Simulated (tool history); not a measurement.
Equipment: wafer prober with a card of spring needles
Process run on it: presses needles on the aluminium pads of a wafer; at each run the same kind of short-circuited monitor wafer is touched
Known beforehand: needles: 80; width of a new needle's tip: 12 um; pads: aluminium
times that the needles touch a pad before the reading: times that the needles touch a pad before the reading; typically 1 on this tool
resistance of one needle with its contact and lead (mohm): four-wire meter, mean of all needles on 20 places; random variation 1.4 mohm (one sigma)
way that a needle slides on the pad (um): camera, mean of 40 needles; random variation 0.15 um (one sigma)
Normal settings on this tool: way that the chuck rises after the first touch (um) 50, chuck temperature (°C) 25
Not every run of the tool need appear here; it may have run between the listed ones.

run,hour,way that the chuck rises after the first touch (um),chuck temperature (°C),times that the needles touch a pad before the reading,resistance of one needle with its contact and lead (mohm),way that a needle slides on the pad (um)
1,0,50,25,1,148,13.24
# hour 3.5: tips cleaned on abrasive film
2,5.7,50,25,1,175,13.15
# hour 7.6: tips cleaned on abrasive film
# hour 11.9: tips cleaned on abrasive film
3,12.9,50,51,1,161,13.22
# hour 15.8: tips cleaned on abrasive film
4,17.8,50,51,1,173,13.13
# hour 19.9: tips cleaned on abrasive film
# hour 23.8: tips cleaned on abrasive film
# hour 27.6: tips cleaned on abrasive film
5,29,50,51,3,149,13.32
# hour 31.7: tips cleaned on abrasive film
# hour 35.8: tips cleaned on abrasive film
6,39.2,50,51,3,162,12.84
# hour 40.1: tips cleaned on abrasive film
# hour 43.8: tips cleaned on abrasive film
7,45.8,50,51,3,156,12.88
# hour 47.7: tips cleaned on abrasive film
# hour 52.2: tips cleaned on abrasive film
8,54.7,48,25,1,179,12.22
# hour 56.5: tips cleaned on abrasive film
# hour 60.5: tips cleaned on abrasive film
9,61.2,49,25,1,159,12.48
# hour 65: tips cleaned on abrasive film
10,65.8,50,25,1,159,13.1
# hour 69: tips cleaned on abrasive film
# hour 72.8: tips cleaned on abrasive film
11,72.8,50,25,1,140,12.73
# hour 77.2: tips cleaned on abrasive film
12,80.3,50,25,1,188,12.63
# hour 81.5: tips cleaned on abrasive film
# hour 85.9: tips cleaned on abrasive film
13,87.3,60,25,1,156,15.21
# hour 89.8: tips cleaned on abrasive film
14,92.6,60,25,1,163,15.52
# hour 94.1: tips cleaned on abrasive film
# hour 98.1: tips cleaned on abrasive film
15,101.5,50,64,1,200,12.53
# hour 102.5: tips cleaned on abrasive film
# hour 106.4: tips cleaned on abrasive film
# hour 110.4: tips cleaned on abrasive film
16,111.3,65,32,2,142,16.28
# hour 114.9: tips cleaned on abrasive film
17,116.4,30,54,2,227,7.11
# hour 119: tips cleaned on abrasive film
# hour 123: tips cleaned on abrasive film
# hour 127: tips cleaned on abrasive film
18,127.1,50,28,1,147,12.49
# hour 131.1: tips cleaned on abrasive film
19,133.9,44,35,2,184,10.7
# hour 134.9: tips cleaned on abrasive film
# hour 139.1: tips cleaned on abrasive film
# hour 143: tips cleaned on abrasive film
20,143,44,35,2,148,10.79
# hour 147.2: tips cleaned on abrasive film
21,149.8,44,35,2,188,10.55
# hour 151.4: tips cleaned on abrasive film
# hour 155.8: tips cleaned on abrasive film
# hour 160.1: tips cleaned on abrasive film
22,160.6,38,92,1,195,8.81
# hour 164.2: tips cleaned on abrasive film
# hour 168.3: tips cleaned on abrasive film
23,171.7,38,92,1,267,8.98
# hour 172.3: tips cleaned on abrasive film
# hour 176.2: tips cleaned on abrasive film
# hour 180: tips cleaned on abrasive film
24,180,38,92,1,176,8.74
# hour 184: tips cleaned on abrasive film
25,186.4,63,44,2,157,15.68
# hour 187.8: tips cleaned on abrasive film
# hour 192.1: tips cleaned on abrasive film
26,192.4,50,31,1,159,11.87
# hour 195.9: tips cleaned on abrasive film
27,199,53,88,1,199,12.68
# hour 199.9: tips cleaned on abrasive film
# hour 204.3: tips cleaned on abrasive film
# hour 208.4: tips cleaned on abrasive film
28,209.6,52,48,2,166,12.48
# hour 212.5: tips cleaned on abrasive film
# hour 216.5: tips cleaned on abrasive film
29,219.1,49,28,2,179,11.65
# hour 220.9: tips cleaned on abrasive film
# hour 224.9: tips cleaned on abrasive film
30,225.2,50,25,1,159,11.64

Branching from run 30: 3 alternative next runs. What would each branch give?
# hour 229.1: tips cleaned on abrasive film
# hour 233.1: tips cleaned on abrasive film
A,234.2,44,72,1,?,?
# hour 229.1: tips cleaned on abrasive film
# hour 233.1: tips cleaned on abrasive film
B,234.2,50,78,1,?,?
# hour 229.1: tips cleaned on abrasive film
# hour 233.1: tips cleaned on abrasive film
C,234.2,50,36,1,?,?

run,resistance of one needle with its contact and lead (mohm),way that a needle slides on the pad (um)
A,201,10.17
B,186,11.81
C,177,11.63
Without the tool's hidden state the same runs would have given:
run,resistance of one needle with its contact and lead (mohm),way that a needle slides on the pad (um)
A,144,11.78
B,141,13.43
C,132,13.24
